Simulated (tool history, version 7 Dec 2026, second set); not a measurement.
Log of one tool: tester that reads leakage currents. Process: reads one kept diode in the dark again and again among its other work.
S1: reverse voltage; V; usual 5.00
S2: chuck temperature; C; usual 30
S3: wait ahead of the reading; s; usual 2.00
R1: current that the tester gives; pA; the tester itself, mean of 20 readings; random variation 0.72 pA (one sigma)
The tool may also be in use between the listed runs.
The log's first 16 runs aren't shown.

Run 17, hour 844.5: usual settings but S1 5.62 V, S2 55 C, S3 6.17 s. Result: R1 1418.46 pA.
Run 18, hour 904.3: usual settings but S2 55 C. Result: R1 1355.45 pA.
Run 19, hour 934.5: usual settings but S2 55 C. Result: R1 1353.31 pA.
Run 20, hour 996.8: usual settings but S1 6.98 V, S2 48 C, S3 1.43 s. Result: R1 971.92 pA.
Run 21, hour 1052.9: usual settings but S1 6.98 V, S2 48 C, S3 1.43 s. Result: R1 973.29 pA.
Run 22, hour 1086.8: usual settings but S1 16.26 V, S2 48 C, S3 1.43 s. Result: R1 1317.94 pA.
Run 23, hour 1141.8: usual settings but S1 4.09 V, S2 22 C, S3 1.44 s. Result: R1 121.30 pA.
Run 24, hour 1209.4: usual settings but S1 14.60 V, S2 25 C, S3 2.36 s. Result: R1 245.60 pA.
Run 25, hour 1277.3: usual settings but S1 14.60 V, S2 25 C, S3 2.36 s. Result: R1 244.86 pA.
Run 26, hour 1346.1: usual settings but S1 14.60 V, S2 25 C, S3 2.36 s. Result: R1 244.12 pA.
Run 27, hour 1389.3: usual settings but S1 7.93 V, S3 6.99 s. Result: R1 284.20 pA.
Run 28, hour 1453.7: usual settings but S1 1.36 V, S3 0.76 s. Result: R1 150.06 pA.
Run 29, hour 1490.1: usual settings but S1 2.78 V, S3 0.82 s. Result: R1 194.25 pA.
Run 30, hour 1555.8: usual settings but S1 2.78 V, S3 0.82 s. Result: R1 194.28 pA.

Forecast each of these 5 alternatives for the next run:
Run A, hour 1610.3: usual settings but S1 3.01 V, S2 21 C, S3 7.23 s. Result: R1 ?.
Run B, hour 1610.3: usual settings but S1 17.94 V, S2 21 C, S3 0.82 s. Result: R1 ?.
Run C, hour 1610.3: usual settings but S2 33 C. Result: R1 ?.
Run D, hour 1610.3: usual settings but S1 5.91 V, S2 24 C. Result: R1 ?.
Run E, hour 1610.3: usual settings but S1 15.74 V, S2 33 C, S3 0.66 s. Result: R1 ?.

run      R1
  A   99.36
  B  198.14
  C  299.53
  D  162.13
  E  462.64
Without the tool's hidden state the same runs would have given:
run      R1
  A   99.28
  B  197.94
  C  299.32
  D  162.00
  E  462.29
